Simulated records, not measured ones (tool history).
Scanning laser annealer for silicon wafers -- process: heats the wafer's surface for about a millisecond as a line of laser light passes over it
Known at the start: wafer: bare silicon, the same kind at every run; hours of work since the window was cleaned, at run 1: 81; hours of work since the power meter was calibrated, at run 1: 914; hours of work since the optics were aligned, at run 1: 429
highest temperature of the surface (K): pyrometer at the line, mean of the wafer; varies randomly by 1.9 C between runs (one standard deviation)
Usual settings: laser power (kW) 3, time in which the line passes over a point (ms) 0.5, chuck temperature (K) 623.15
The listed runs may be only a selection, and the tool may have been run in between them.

run,day,laser power (kW),time in which the line passes over a point (ms),chuck temperature (K),hours of work since the window was cleaned,hours of work since the power meter was calibrated,hours of work since the optics were aligned,highest temperature of the surface (K)
1,0,3,0.5,623.15,81,914,429,1358.15
2,2.275,3,0.5,623.15,116,948,464,1356.15
3,4.962,2.793,0.5,623.15,157,989,505,1296.15
4,6.175,2.793,0.5,623.15,175,1008,524,1293.15
5,8.533,2.793,0.573,623.15,211,1044,560,1339.15
6,10.167,2.793,0.573,623.15,236,1069,585,1339.15
7,12.029,2.793,0.573,623.15,265,1097,613,1337.15
8,13.938,3,0.5,623.15,294,1126,642,1354.15
9,15.142,3,0.5,623.15,312,1145,661,1348.15
10,17.112,3,0.5,623.15,342,1175,691,1350.15
11,19.921,3,0.5,587.15,385,1218,733,1307.15
12,22.038,3,0.5,587.15,417,1250,766,1305.15
13,23.242,3,0.5,587.15,436,1268,784,1305.15
14,25.358,3,0.5,630.15,468,1301,816,1350.15
15,27.412,2.692,0.5,623.15,499,1332,848,1251.15
16,29.175,3.262,0.5,623.15,526,1359,875,1413.15
17,30.521,3.262,0.5,623.15,547,1379,895,1413.15
# day 31.183: window over the wafer cleaned
18,33.258,3,0.438,623.15,32,1420,936,1310.15
19,35.008,3,0.438,623.15,58,1447,962,1306.15
20,37.258,3,0.5,623.15,93,1481,997,1351.15
21,38.458,3,0.5,623.15,111,1499,1015,1350.15
22,41.275,3.173,0.411,593.15,154,1542,1058,1297.15
# day 43.179: optics aligned, line set to its width
23,43.312,3.053,0.51,603.15,182,1570,2,1360.15
24,44.733,3.139,0.5,623.15,204,1592,24,1399.15
25,45.938,3.139,0.5,623.15,222,1610,42,1399.15
26,47.996,2.978,0.478,605.15,253,1642,74,1313.15
27,50.258,3.048,0.545,641.15,288,1676,108,1418.15
28,52.871,3.048,0.545,641.15,328,1716,148,1417.15
29,54.738,3.248,0.528,627.15,356,1744,176,1450.15
30,57.588,3.226,0.544,636.15,400,1788,220,1460.15
31,59.592,3.039,0.544,605.15,430,1818,250,1369.15
32,60.975,3.139,0.56,609.15,451,1840,272,1416.15
33,62.442,3.139,0.56,609.15,474,1862,294,1413.15
34,64.142,2.617,0.394,609.15,500,1888,320,1146.15
35,66.288,2.617,0.394,609.15,533,1921,353,1145.15
# day 67.796: window over the wafer cleaned
36,67.796,2.617,0.394,609.15,0,1942,374,1159.15
37,69,3,0.5,599.15,18,1961,393,1336.15
38,70.525,3,0.5,599.15,42,1984,416,1339.15
39,71.842,2.954,0.383,629.15,62,2004,436,1265.15
40,73.092,2.954,0.383,629.15,81,2023,455,1259.15
41,75.571,2.954,0.383,629.15,119,2061,493,1256.15

A few steps of highest temperature of the surface (K) between consecutive runs. Split each: what settings, incoming material and random variation would produce without the hidden state, and what is left over for the hidden state, along with gauge scatter present in only one of the two compared results (measured, and without hidden state):
What the log doesn't record here: light that passes the window, % of a clean one's; laser's true power over the reading, %; width of the line over the set one, %; drift of the gauge itself on peak_c, C.
Run 15 -> 16: laser power (kW) 2.692 -> 3.262. highest temperature of the surface (K) +162: hidden state -10, all else +172.
Run 17 -> 18: laser power (kW) 3.262 -> 3, time in which the line passes over a point (ms) 0.5 -> 0.438, window over the wafer cleaned. highest temperature of the surface (K) -103: hidden state +23, all else -126.
Run 33 -> 34: laser power (kW) 3.139 -> 2.617, time in which the line passes over a point (ms) 0.56 -> 0.394. highest temperature of the surface (K) -267: hidden state +11, all else -278.
Run 35 -> 36: window over the wafer cleaned. highest temperature of the surface (K) +14: hidden state +17, all else -3.
Run 36 -> 37: laser power (kW) 2.617 -> 3, time in which the line passes over a point (ms) 0.394 -> 0.5, chuck temperature (K) 609.15 -> 599.15. highest temperature of the surface (K) +177: hidden state -4, all else +181.

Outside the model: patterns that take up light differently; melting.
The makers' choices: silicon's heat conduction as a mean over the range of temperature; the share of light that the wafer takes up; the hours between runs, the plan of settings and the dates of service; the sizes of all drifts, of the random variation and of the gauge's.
